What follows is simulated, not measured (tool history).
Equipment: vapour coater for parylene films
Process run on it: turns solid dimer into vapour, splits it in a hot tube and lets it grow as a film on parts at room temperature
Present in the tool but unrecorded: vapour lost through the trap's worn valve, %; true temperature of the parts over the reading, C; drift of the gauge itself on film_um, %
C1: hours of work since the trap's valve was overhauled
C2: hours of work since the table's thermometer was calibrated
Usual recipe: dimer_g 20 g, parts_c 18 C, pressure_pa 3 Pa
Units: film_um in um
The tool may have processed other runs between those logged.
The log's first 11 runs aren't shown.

-- day=18.808 trap's valve overhauled, once more
run 12 day=19.033 | dimer_g=20 parts_c=18 pressure_pa=3 | C1=4 C2=1243 | film_um=4.41
-- day=19.5 table's thermometer calibrated
run 13 day=21.108 | dimer_g=20 parts_c=18 pressure_pa=3 | C1=37 C2=26 | film_um=4.42
run 14 day=23.421 | dimer_g=20 parts_c=18 pressure_pa=3 | C1=75 C2=64 | film_um=4.38
run 15 day=25.642 | dimer_g=20 parts_c=18 pressure_pa=5.99 | C1=111 C2=100 | film_um=3.64
run 16 day=28.125 | dimer_g=20 parts_c=12 pressure_pa=3 | C1=152 C2=141 | film_um=5.08
run 17 day=30.404 | dimer_g=20 parts_c=12 pressure_pa=3 | C1=189 C2=178 | film_um=5
run 18 day=32.75 | dimer_g=15 parts_c=12 pressure_pa=3 | C1=227 C2=217 | film_um=3.72
-- day=33.642 trap's valve overhauled
run 19 day=34.9 | dimer_g=31 parts_c=12 pressure_pa=11.81 | C1=21 C2=249 | film_um=5.8
run 20 day=37.292 | dimer_g=15 parts_c=18 pressure_pa=4.92 | C1=60 C2=288 | film_um=2.91
run 21 day=38.383 | dimer_g=29 parts_c=15 pressure_pa=3 | C1=77 C2=306 | film_um=6.81
run 22 day=40.683 | dimer_g=15 parts_c=18 pressure_pa=3 | C1=115 C2=344 | film_um=3.22
run 23 day=42.433 | dimer_g=15 parts_c=25 pressure_pa=3 | C1=144 C2=372 | film_um=2.61
run 24 day=43.842 | dimer_g=10 parts_c=20 pressure_pa=3.36 | C1=167 C2=395 | film_um=1.95
run 25 day=45.129 | dimer_g=10 parts_c=20 pressure_pa=3.36 | C1=188 C2=416 | film_um=1.94

Run 26 comes next. What will it give?
run 26 day=47.083 | dimer_g=20 parts_c=25 pressure_pa=2.85 | C1=220 C2=448 | film_um=?

{"run 26": {"film_um": 3.46}}
With no hidden state in the tool, this same run would have given film_um 3.71 um.

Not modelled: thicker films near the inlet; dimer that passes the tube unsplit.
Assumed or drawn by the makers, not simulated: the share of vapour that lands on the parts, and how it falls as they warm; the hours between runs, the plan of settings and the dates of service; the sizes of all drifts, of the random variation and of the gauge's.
